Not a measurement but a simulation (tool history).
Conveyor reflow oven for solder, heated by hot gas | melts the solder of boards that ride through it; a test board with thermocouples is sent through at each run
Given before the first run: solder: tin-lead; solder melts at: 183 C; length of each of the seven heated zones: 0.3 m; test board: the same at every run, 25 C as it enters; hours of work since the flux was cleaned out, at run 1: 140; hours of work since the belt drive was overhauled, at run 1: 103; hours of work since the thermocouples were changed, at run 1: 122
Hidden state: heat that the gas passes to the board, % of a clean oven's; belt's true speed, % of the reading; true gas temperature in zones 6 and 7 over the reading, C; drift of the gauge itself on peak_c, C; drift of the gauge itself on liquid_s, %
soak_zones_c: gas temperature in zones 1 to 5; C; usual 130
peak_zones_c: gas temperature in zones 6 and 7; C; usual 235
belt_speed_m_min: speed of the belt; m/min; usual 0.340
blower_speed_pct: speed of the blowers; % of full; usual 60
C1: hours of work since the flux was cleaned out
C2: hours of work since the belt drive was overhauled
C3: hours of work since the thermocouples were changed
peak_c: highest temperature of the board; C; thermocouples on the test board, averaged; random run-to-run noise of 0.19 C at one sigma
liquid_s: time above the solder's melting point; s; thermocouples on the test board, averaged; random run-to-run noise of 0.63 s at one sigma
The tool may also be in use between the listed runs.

run 1 day=0.000 | soak_zones_c=130 peak_zones_c=235 belt_speed_m_min=0.340 blower_speed_pct=60 | C1=140 C2=103 C3=122 | peak_c=219.6 liquid_s=79.5
run 2 day=0.621 | soak_zones_c=130 peak_zones_c=235 belt_speed_m_min=0.340 blower_speed_pct=55 | C1=151 C2=114 C3=133 | peak_c=218.6 liquid_s=78.0
run 3 day=1.025 | soak_zones_c=130 peak_zones_c=235 belt_speed_m_min=0.340 blower_speed_pct=55 | C1=158 C2=121 C3=140 | peak_c=218.9 liquid_s=76.9
run 4 day=1.808 | soak_zones_c=130 peak_zones_c=235 belt_speed_m_min=0.340 blower_speed_pct=55 | C1=172 C2=135 C3=154 | peak_c=218.6 liquid_s=78.6
run 5 day=2.446 | soak_zones_c=130 peak_zones_c=235 belt_speed_m_min=0.312 blower_speed_pct=60 | C1=183 C2=146 C3=165 | peak_c=222.0 liquid_s=91.1
run 6 day=3.125 | soak_zones_c=130 peak_zones_c=235 belt_speed_m_min=0.312 blower_speed_pct=60 | C1=195 C2=158 C3=177 | peak_c=221.8 liquid_s=90.1
run 7 day=3.667 | soak_zones_c=130 peak_zones_c=235 belt_speed_m_min=0.312 blower_speed_pct=60 | C1=205 C2=168 C3=186 | peak_c=222.0 liquid_s=89.1
run 8 day=4.042 | soak_zones_c=130 peak_zones_c=235 belt_speed_m_min=0.312 blower_speed_pct=60 | C1=212 C2=174 C3=193 | peak_c=221.7 liquid_s=89.7
run 9 day=4.783 | soak_zones_c=130 peak_zones_c=235 belt_speed_m_min=0.330 blower_speed_pct=60 | C1=225 C2=187 C3=206 | peak_c=219.9 liquid_s=82.8
run 10 day=5.225 | soak_zones_c=130 peak_zones_c=235 belt_speed_m_min=0.330 blower_speed_pct=60 | C1=233 C2=195 C3=214 | peak_c=220.2 liquid_s=82.9
-- day=5.888 flux residue cleaned out of gas plates and filters
run 11 day=6.171 | soak_zones_c=130 peak_zones_c=235 belt_speed_m_min=0.340 blower_speed_pct=60 | C1=5 C2=208 C3=227 | peak_c=220.1 liquid_s=80.7
run 12 day=6.658 | soak_zones_c=130 peak_zones_c=235 belt_speed_m_min=0.340 blower_speed_pct=60 | C1=14 C2=217 C3=235 | peak_c=220.4 liquid_s=78.5
run 13 day=7.171 | soak_zones_c=130 peak_zones_c=235 belt_speed_m_min=0.340 blower_speed_pct=60 | C1=23 C2=226 C3=245 | peak_c=220.2 liquid_s=80.0
run 14 day=7.933 | soak_zones_c=130 peak_zones_c=235 belt_speed_m_min=0.340 blower_speed_pct=60 | C1=36 C2=239 C3=258 | peak_c=219.7 liquid_s=80.3
run 15 day=8.608 | soak_zones_c=130 peak_zones_c=235 belt_speed_m_min=0.340 blower_speed_pct=60 | C1=48 C2=251 C3=270 | peak_c=220.2 liquid_s=81.0
run 16 day=9.208 | soak_zones_c=130 peak_zones_c=235 belt_speed_m_min=0.340 blower_speed_pct=60 | C1=59 C2=262 C3=281 | peak_c=219.8 liquid_s=80.1
run 17 day=9.625 | soak_zones_c=128 peak_zones_c=235 belt_speed_m_min=0.288 blower_speed_pct=60 | C1=66 C2=269 C3=288 | peak_c=224.4 liquid_s=100.7
run 18 day=10.042 | soak_zones_c=143 peak_zones_c=237 belt_speed_m_min=0.288 blower_speed_pct=51 | C1=73 C2=277 C3=295 | peak_c=226.3 liquid_s=108.8
run 19 day=10.583 | soak_zones_c=143 peak_zones_c=237 belt_speed_m_min=0.288 blower_speed_pct=51 | C1=83 C2=286 C3=305 | peak_c=226.3 liquid_s=108.9
run 20 day=10.988 | soak_zones_c=143 peak_zones_c=237 belt_speed_m_min=0.288 blower_speed_pct=61 | C1=90 C2=293 C3=312 | peak_c=227.8 liquid_s=109.0
run 21 day=11.712 | soak_zones_c=125 peak_zones_c=227 belt_speed_m_min=0.386 blower_speed_pct=74 | C1=103 C2=306 C3=325 | peak_c=210.1 liquid_s=58.1
run 22 day=12.350 | soak_zones_c=125 peak_zones_c=227 belt_speed_m_min=0.386 blower_speed_pct=58 | C1=114 C2=317 C3=336 | peak_c=207.0 liquid_s=53.4
run 23 day=13.129 | soak_zones_c=122 peak_zones_c=230 belt_speed_m_min=0.285 blower_speed_pct=58 | C1=128 C2=331 C3=350 | peak_c=218.9 liquid_s=92.8
run 24 day=13.771 | soak_zones_c=130 peak_zones_c=232 belt_speed_m_min=0.340 blower_speed_pct=60 | C1=139 C2=343 C3=361 | peak_c=216.9 liquid_s=76.6
run 25 day=14.479 | soak_zones_c=127 peak_zones_c=233 belt_speed_m_min=0.304 blower_speed_pct=51 | C1=152 C2=355 C3=374 | peak_c=218.9 liquid_s=87.9
run 26 day=15.075 | soak_zones_c=138 peak_zones_c=232 belt_speed_m_min=0.362 blower_speed_pct=54 | C1=162 C2=365 C3=384 | peak_c=214.9 liquid_s=72.6
run 27 day=15.429 | soak_zones_c=138 peak_zones_c=232 belt_speed_m_min=0.340 blower_speed_pct=54 | C1=168 C2=372 C3=390 | peak_c=216.8 liquid_s=80.9
run 28 day=15.792 | soak_zones_c=118 peak_zones_c=227 belt_speed_m_min=0.273 blower_speed_pct=90 | C1=175 C2=378 C3=397 | peak_c=219.4 liquid_s=99.3
run 29 day=16.229 | soak_zones_c=118 peak_zones_c=227 belt_speed_m_min=0.273 blower_speed_pct=90 | C1=183 C2=386 C3=405 | peak_c=219.6 liquid_s=99.6
run 30 day=16.946 | soak_zones_c=121 peak_zones_c=246 belt_speed_m_min=0.391 blower_speed_pct=89 | C1=195 C2=399 C3=417 | peak_c=227.4 liquid_s=72.2
run 31 day=17.704 | soak_zones_c=130 peak_zones_c=245 belt_speed_m_min=0.340 blower_speed_pct=60 | C1=209 C2=412 C3=431 | peak_c=228.5 liquid_s=87.8

4 ways to go on from here, each from the tool as it stands after run 31. What would each give?
run A day=18.462 | soak_zones_c=130 peak_zones_c=245 belt_speed_m_min=0.373 blower_speed_pct=60 | C1=222 C2=425 C3=444 | peak_c=? liquid_s=?
run B day=18.462 | soak_zones_c=130 peak_zones_c=235 belt_speed_m_min=0.350 blower_speed_pct=60 | C1=222 C2=425 C3=444 | peak_c=? liquid_s=?
run C day=18.462 | soak_zones_c=138 peak_zones_c=245 belt_speed_m_min=0.340 blower_speed_pct=60 | C1=222 C2=425 C3=444 | peak_c=? liquid_s=?
run D day=18.462 | soak_zones_c=130 peak_zones_c=235 belt_speed_m_min=0.332 blower_speed_pct=70 | C1=222 C2=425 C3=444 | peak_c=? liquid_s=?

run=A peak_c=225.0 liquid_s=77.0
run=B peak_c=218.3 liquid_s=74.7
run=C peak_c=229.1 liquid_s=93.9
run=D peak_c=221.1 liquid_s=83.4
Stripped of hidden state, with their random variation kept, the same runs would have yielded:
run=A peak_c=226.5 liquid_s=77.4
run=B peak_c=219.7 liquid_s=75.4
run=C peak_c=230.5 liquid_s=93.9
run=D peak_c=222.6 liquid_s=83.9

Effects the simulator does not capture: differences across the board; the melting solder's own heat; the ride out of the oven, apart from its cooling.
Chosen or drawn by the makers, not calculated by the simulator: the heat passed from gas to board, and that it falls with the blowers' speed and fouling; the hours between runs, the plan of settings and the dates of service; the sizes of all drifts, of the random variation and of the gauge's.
